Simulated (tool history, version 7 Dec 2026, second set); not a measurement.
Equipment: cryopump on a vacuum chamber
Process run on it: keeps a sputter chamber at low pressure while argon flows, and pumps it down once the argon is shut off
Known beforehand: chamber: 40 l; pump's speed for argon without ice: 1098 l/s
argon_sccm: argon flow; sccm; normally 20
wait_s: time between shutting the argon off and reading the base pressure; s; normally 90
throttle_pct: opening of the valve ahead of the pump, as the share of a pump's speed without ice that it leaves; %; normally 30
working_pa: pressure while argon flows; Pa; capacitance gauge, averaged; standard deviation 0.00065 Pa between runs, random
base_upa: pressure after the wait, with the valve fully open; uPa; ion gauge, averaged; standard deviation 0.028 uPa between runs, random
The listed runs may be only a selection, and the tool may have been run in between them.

Run 1, hour 0: usual settings. Result: working_pa 0.1042 Pa, base_upa 1.64 uPa.
Run 2, hour 13.5: usual settings. Result: working_pa 0.1047 Pa, base_upa 1.64 uPa.
Run 3, hour 23.2: usual settings. Result: working_pa 0.1036 Pa, base_upa 1.69 uPa.
Run 4, hour 33.8: usual settings but wait_s 22 s. Result: working_pa 0.1042 Pa, base_upa 4.91 uPa.
Run 5, hour 50.1: usual settings but throttle_pct 17 %. Result: working_pa 0.1846 Pa, base_upa 1.73 uPa.
Run 6, hour 58.9: usual settings. Result: working_pa 0.1047 Pa, base_upa 1.71 uPa.
Run 7, hour 75.2: usual settings but throttle_pct 19 %. Result: working_pa 0.1634 Pa, base_upa 1.73 uPa.
Run 8, hour 82.5: usual settings. Result: working_pa 0.1056 Pa, base_upa 1.67 uPa.
Run 9, hour 99.4: usual settings. Result: working_pa 0.1062 Pa, base_upa 1.69 uPa.
Run 10, hour 112.5: usual settings. Result: working_pa 0.1073 Pa, base_upa 1.71 uPa.
Run 11, hour 123.1: usual settings. Result: working_pa 0.106 Pa, base_upa 1.77 uPa.
Run 12, hour 133.4: usual settings but throttle_pct 24 %. Result: working_pa 0.1316 Pa, base_upa 1.71 uPa.
Run 13, hour 141.3: usual settings but throttle_pct 24 %. Result: working_pa 0.1323 Pa, base_upa 1.76 uPa.
Run 14, hour 156.9: usual settings but throttle_pct 24 %. Result: working_pa 0.1318 Pa, base_upa 1.76 uPa.
Run 15, hour 173.1: usual settings but throttle_pct 24 %. Result: working_pa 0.1327 Pa, base_upa 1.75 uPa.
Run 16, hour 181.9: usual settings but throttle_pct 24 %. Result: working_pa 0.1324 Pa, base_upa 1.78 uPa.
Run 17, hour 195.6: usual settings but throttle_pct 24 %. Result: working_pa 0.134 Pa, base_upa 1.7 uPa.
Run 18, hour 203: usual settings but throttle_pct 24 %. Result: working_pa 0.1337 Pa, base_upa 1.76 uPa.
Run 19, hour 218.4: usual settings but wait_s 23 s, throttle_pct 32 %. Result: working_pa 0.1001 Pa, base_upa 4.72 uPa.
Run 20, hour 226.2: usual settings. Result: working_pa 0.1089 Pa, base_upa 1.81 uPa.
Run 21, hour 237.4: usual settings but argon_sccm 15 sccm, wait_s 26 s, throttle_pct 20 %. Result: working_pa 0.1192 Pa, base_upa 4.34 uPa.
Run 22, hour 248.1: usual settings but argon_sccm 15 sccm, wait_s 26 s, throttle_pct 20 %. Result: working_pa 0.1188 Pa, base_upa 4.45 uPa.
Run 23, hour 260.9: usual settings but argon_sccm 15 sccm, wait_s 26 s, throttle_pct 20 %. Result: working_pa 0.119 Pa, base_upa 4.43 uPa.
Run 24, hour 268.3: usual settings but throttle_pct 57 %. Result: working_pa 0.0598 Pa, base_upa 1.81 uPa.
Run 25, hour 281.3: usual settings but throttle_pct 17 %. Result: working_pa 0.1871 Pa, base_upa 1.86 uPa.
Run 26, hour 296.8: usual settings but throttle_pct 17 %. Result: working_pa 0.1879 Pa, base_upa 1.9 uPa.
Run 27, hour 308.6: usual settings but argon_sccm 24 sccm, wait_s 169 s, throttle_pct 54 %. Result: working_pa 0.0778 Pa, base_upa 1.38 uPa.
Run 28, hour 322.8: usual settings but argon_sccm 24 sccm, wait_s 169 s, throttle_pct 54 %. Result: working_pa 0.0772 Pa, base_upa 1.35 uPa.
Run 29, hour 335.5: usual settings but argon_sccm 39 sccm, throttle_pct 16 %. Result: working_pa 0.3889 Pa, base_upa 1.86 uPa.
Run 30, hour 347.2: usual settings but argon_sccm 30 sccm, wait_s 199 s, throttle_pct 17 %. Result: working_pa 0.2831 Pa, base_upa 1.36 uPa.
Run 31, hour 359.1: usual settings but argon_sccm 30 sccm, wait_s 27 s, throttle_pct 42 %. Result: working_pa 0.1228 Pa, base_upa 4.34 uPa.
Run 32, hour 375.5: usual settings but argon_sccm 30 sccm, wait_s 27 s, throttle_pct 42 %. Result: working_pa 0.1228 Pa, base_upa 4.39 uPa.
Run 33, hour 385.9: usual settings but argon_sccm 34 sccm, wait_s 69 s, throttle_pct 32 %. Result: working_pa 0.1791 Pa, base_upa 2.25 uPa.
Run 34, hour 399.6: usual settings but argon_sccm 11 sccm, wait_s 25 s, throttle_pct 42 %. Result: working_pa 0.0455 Pa, base_upa 4.61 uPa.
Run 35, hour 415.2: usual settings but argon_sccm 11 sccm, wait_s 25 s, throttle_pct 42 %. Result: working_pa 0.045 Pa, base_upa 4.68 uPa.

Branching from run 35: 3 alternative next runs. What would each branch give?
Run A, hour 431.1: usual settings but wait_s 26 s, throttle_pct 33 %. Result: working_pa ?, base_upa ?.
Run B, hour 431.1: usual settings but argon_sccm 22 sccm, wait_s 22 s, throttle_pct 20 %. Result: working_pa ?, base_upa ?.
Run C, hour 431.1: usual settings but argon_sccm 31 sccm, throttle_pct 17 %. Result: working_pa ?, base_upa ?.

run  working_pa  base_upa
  A      0.1045      4.43
  B      0.1815      5.11
  C      0.2974      1.95
Had the tool no hidden state, the same runs would have come out as:
run  working_pa  base_upa
  A      0.0944      3.76
  B      0.1704      4.42
  C      0.2818      1.26
